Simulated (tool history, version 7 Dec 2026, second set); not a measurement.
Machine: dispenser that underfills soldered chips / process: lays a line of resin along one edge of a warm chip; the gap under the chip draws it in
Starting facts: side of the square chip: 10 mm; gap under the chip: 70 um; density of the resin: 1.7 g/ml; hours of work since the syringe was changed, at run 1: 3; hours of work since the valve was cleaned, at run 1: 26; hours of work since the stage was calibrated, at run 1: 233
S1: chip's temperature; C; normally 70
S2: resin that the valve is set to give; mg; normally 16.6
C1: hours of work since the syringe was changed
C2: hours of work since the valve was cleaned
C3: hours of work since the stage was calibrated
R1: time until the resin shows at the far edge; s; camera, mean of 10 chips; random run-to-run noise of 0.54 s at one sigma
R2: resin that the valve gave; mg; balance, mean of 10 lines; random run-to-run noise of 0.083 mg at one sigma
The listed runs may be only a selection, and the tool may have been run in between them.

run   hour  S1    S2  C1  C2   C3     R1     R2
  1    0.0  70  16.6   3  26  233   60.9  16.15
  2    5.4  70  16.6   7  30  237   81.3  16.19
       6.2  -- new syringe of resin
  3   15.4  70  16.6   6  36  243   78.8  15.99
      18.4  -- new syringe of resin
  4   26.5  70  18.9   5  43  250   70.8  18.20
      30.4  -- new syringe of resin
  5   33.6  70  18.9   2  47  254   54.8  18.18
      42.1  -- new syringe of resin
  6   44.8  70  15.8   2  54  261   57.1  14.97
  7   52.9  70  15.8   7  60  266   88.3  15.05
      54.2  -- new syringe of resin
  8   59.4  70  15.8   3  64  270   64.0  14.99
      65.6  -- new syringe of resin
  9   69.9  70  16.9   3  70  277   60.3  15.79
      77.0  -- new syringe of resin
 10   77.4  70  16.9   0  75  282   49.4  15.76
 11   83.1  70  16.9   4  78  285   66.4  15.72
      88.6  -- new syringe of resin
 12   89.5  82  14.3   1  82  289   34.4  13.27
 13   95.4  72  16.9   4  86  293   63.4  15.62
     100.8  -- new syringe of resin
 14  101.0  57  19.5   0  90  296   81.6  17.79
     112.2  -- new syringe of resin
 15  112.2  66  18.7   0  97  303   56.4  16.88
     118.2  -- dispensing valve cleaned and set on the balance
 16  122.6  56  20.5   6   3  310  134.6  20.54
     124.7  -- new syringe of resin
 17  129.5  76  15.6   3   7  314   48.7  15.48
     136.8  -- new syringe of resin
 18  141.1  76  15.6   3  14  321   47.7  15.44
 19  146.4  77  16.7   6  18  324   59.5  16.33

4 options for the next run, each taken on its own from the tool as it stands now. Forecast them:
     148.3  -- new syringe of resin
  A  157.3  68  15.2   6  25  331   ?   ?
     148.3  -- new syringe of resin
  B  157.3  57  17.7   6  25  331   ?   ?
     148.3  -- new syringe of resin
  C  157.3  58  16.7   6  25  331   ?   ?
     148.3  -- new syringe of resin
  D  157.3  59  20.9   6  25  331   ?   ?

run     R1     R2
  A   85.0  14.86
  B  131.7  17.31
  C  126.9  16.23
  D  119.6  20.32
With the hidden condition removed and each run's random variation left untouched, the same runs would have given:
run    R1     R2
  A  49.2  15.20
  B  76.4  17.71
  C  73.4  16.60
  D  69.7  20.78
